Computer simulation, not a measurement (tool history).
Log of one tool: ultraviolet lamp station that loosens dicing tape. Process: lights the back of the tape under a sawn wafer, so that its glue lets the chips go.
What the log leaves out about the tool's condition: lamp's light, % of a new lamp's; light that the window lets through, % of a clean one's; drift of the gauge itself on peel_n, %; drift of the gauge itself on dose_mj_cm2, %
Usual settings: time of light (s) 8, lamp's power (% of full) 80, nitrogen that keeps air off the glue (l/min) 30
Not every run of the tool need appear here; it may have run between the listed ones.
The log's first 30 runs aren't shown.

| run | day | time of light (s) | lamp's power (% of full) | nitrogen that keeps air off the glue (l/min) | hours of work of the lamp | hours of work since the window was cleaned | force that peels the tape off (N) | light that reached the tape (mJ/cm²) |
|---|---|---|---|---|---|---|---|---|
| 31 | 11.917 | 12 | 88 | 34 | 483 | 410 | 0.177 | 566 |
| 32 | 12.417 | 12 | 88 | 34 | 493 | 420 | 0.179 | 563 |
| 33 | 12.892 | 12 | 88 | 34 | 502 | 428 | 0.181 | 565 |
| 34 | 13.233 | 7 | 88 | 34 | 508 | 435 | 0.757 | 332 |
| 35 | 13.592 | 8 | 88 | 30 | 515 | 441 | 0.605 | 378 |
| 36 | 13.829 | 8 | 88 | 30 | 519 | 446 | 0.602 | 371 |
| 37 | 14.292 | 12 | 80 | 9 | 527 | 454 | 0.760 | 511 |
| 38 | 14.779 | 12 | 80 | 9 | 536 | 463 | 0.786 | 503 |
| 39 | 15.217 | 12 | 80 | 9 | 545 | 471 | 0.791 | 505 |
|  | 15.683 | window cleaned of glue's vapour |
| 40 | 15.792 | 9 | 80 | 30 | 555 | 2 | 0.482 | 396 |
| 41 | 16.033 | 9 | 80 | 30 | 559 | 6 | 0.536 | 396 |
| 42 | 16.417 | 9 | 80 | 55 | 566 | 14 | 0.323 | 393 |
| 43 | 16.792 | 9 | 80 | 55 | 573 | 21 | 0.339 | 389 |
| 44 | 17.088 | 9 | 80 | 55 | 579 | 26 | 0.336 | 395 |

Alternative continuations, all from the tool just after run 44; predict every row:
| A | 17.350 | 15 | 94 | 42 | 584 | 31 | ? | ? |
| B | 17.350 | 9 | 78 | 24 | 584 | 31 | ? | ? |
| C | 17.350 | 11 | 97 | 27 | 584 | 31 | ? | ? |

| run | force that peels the tape off (N) | light that reached the tape (mJ/cm²) |
|---|---|---|
| A | 0.080 | 772 |
| B | 0.634 | 383 |
| C | 0.192 | 592 |
The same runs, with their run-to-run variation unchanged, on a tool lacking any hidden condition would have given:
| run | force that peels the tape off (N) | light that reached the tape (mJ/cm²) |
|---|---|---|
| A | 0.071 | 921 |
| B | 0.399 | 458 |
| C | 0.126 | 706 |
